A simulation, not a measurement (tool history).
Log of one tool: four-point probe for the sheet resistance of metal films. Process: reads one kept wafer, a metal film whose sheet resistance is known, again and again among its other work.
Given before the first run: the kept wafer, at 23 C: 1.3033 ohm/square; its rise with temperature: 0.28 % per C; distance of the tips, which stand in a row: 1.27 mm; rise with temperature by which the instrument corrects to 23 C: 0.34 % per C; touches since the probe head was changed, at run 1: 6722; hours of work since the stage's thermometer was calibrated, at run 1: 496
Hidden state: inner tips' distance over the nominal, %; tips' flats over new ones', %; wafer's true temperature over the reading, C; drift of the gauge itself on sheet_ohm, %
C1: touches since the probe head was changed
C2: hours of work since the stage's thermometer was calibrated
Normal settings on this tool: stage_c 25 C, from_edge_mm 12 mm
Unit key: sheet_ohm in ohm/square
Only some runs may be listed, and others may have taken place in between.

run 1 day=0 | stage_c=25 from_edge_mm=12 | C1=6722 C2=496 | sheet_ohm=1.314048
run 2 day=1.762 | stage_c=25 from_edge_mm=6 | C1=8210 C2=522 | sheet_ohm=1.33772
run 3 day=3.021 | stage_c=25 from_edge_mm=6 | C1=9273 C2=540 | sheet_ohm=1.338101
run 4 day=5.304 | stage_c=25 from_edge_mm=33 | C1=11201 C2=573 | sheet_ohm=1.307949
run 5 day=6.95 | stage_c=25 from_edge_mm=33 | C1=12591 C2=598 | sheet_ohm=1.308771
run 6 day=8.1 | stage_c=25 from_edge_mm=49 | C1=13564 C2=614 | sheet_ohm=1.308268
run 7 day=10.192 | stage_c=25 from_edge_mm=49 | C1=15330 C2=645 | sheet_ohm=1.30865
run 8 day=11.275 | stage_c=21 from_edge_mm=12 | C1=16247 C2=661 | sheet_ohm=1.319161
run 9 day=12.888 | stage_c=30 from_edge_mm=12 | C1=17608 C2=685 | sheet_ohm=1.313156
run 10 day=14.638 | stage_c=30 from_edge_mm=12 | C1=19087 C2=710 | sheet_ohm=1.313391
-- day=14.812 stage's thermometer calibrated
run 11 day=16.838 | stage_c=25 from_edge_mm=29 | C1=20926 C2=30 | sheet_ohm=1.311112
run 12 day=18.012 | stage_c=25 from_edge_mm=29 | C1=21919 C2=47 | sheet_ohm=1.310735
run 13 day=19.688 | stage_c=33 from_edge_mm=12 | C1=23335 C2=71 | sheet_ohm=1.312309
run 14 day=21.958 | stage_c=33 from_edge_mm=12 | C1=25251 C2=105 | sheet_ohm=1.312649
run 15 day=23.879 | stage_c=24 from_edge_mm=48 | C1=26873 C2=133 | sheet_ohm=1.311987
-- day=24.371 stage's thermometer calibrated, once more
run 16 day=25.171 | stage_c=20 from_edge_mm=48 | C1=27948 C2=12 | sheet_ohm=1.315238
run 17 day=26.725 | stage_c=20 from_edge_mm=48 | C1=29262 C2=35 | sheet_ohm=1.315556
run 18 day=28.267 | stage_c=23 from_edge_mm=12 | C1=30564 C2=57 | sheet_ohm=1.320728
run 19 day=30.55 | stage_c=19 from_edge_mm=3 | C1=32491 C2=90 | sheet_ohm=1.430655
run 20 day=32.421 | stage_c=23 from_edge_mm=24 | C1=34071 C2=118 | sheet_ohm=1.31572
run 21 day=33.508 | stage_c=24 from_edge_mm=19 | C1=34989 C2=134 | sheet_ohm=1.3159
run 22 day=35.179 | stage_c=33 from_edge_mm=21 | C1=36401 C2=158 | sheet_ohm=1.309684
run 23 day=37.2 | stage_c=32 from_edge_mm=48 | C1=38107 C2=188 | sheet_ohm=1.30836
run 24 day=39.467 | stage_c=26 from_edge_mm=45 | C1=40022 C2=221 | sheet_ohm=1.312944
run 25 day=40.492 | stage_c=30 from_edge_mm=9 | C1=40890 C2=236 | sheet_ohm=1.324101
run 26 day=42.396 | stage_c=32 from_edge_mm=73 | C1=42497 C2=264 | sheet_ohm=1.309061

Predict each of these 5 candidate next runs independently; none follows another, all start after run 26:
run A day=44.596 | stage_c=23 from_edge_mm=62 | C1=44354 C2=296 | sheet_ohm=?
run B day=44.596 | stage_c=24 from_edge_mm=12 | C1=44354 C2=296 | sheet_ohm=?
run C day=44.596 | stage_c=22 from_edge_mm=60 | C1=44354 C2=296 | sheet_ohm=?
run D day=44.596 | stage_c=23 from_edge_mm=50 | C1=44354 C2=296 | sheet_ohm=?
run E day=44.596 | stage_c=20 from_edge_mm=3 | C1=44354 C2=296 | sheet_ohm=?

run=A sheet_ohm=1.316276
run=B sheet_ohm=1.323257
run=C sheet_ohm=1.317303
run=D sheet_ohm=1.316504
run=E sheet_ohm=1.432942
Stripped of hidden state, with their random variation kept, the same runs would have yielded:
run=A sheet_ohm=1.303694
run=B sheet_ohm=1.310613
run=C sheet_ohm=1.304712
run=D sheet_ohm=1.30392
run=E sheet_ohm=1.419352

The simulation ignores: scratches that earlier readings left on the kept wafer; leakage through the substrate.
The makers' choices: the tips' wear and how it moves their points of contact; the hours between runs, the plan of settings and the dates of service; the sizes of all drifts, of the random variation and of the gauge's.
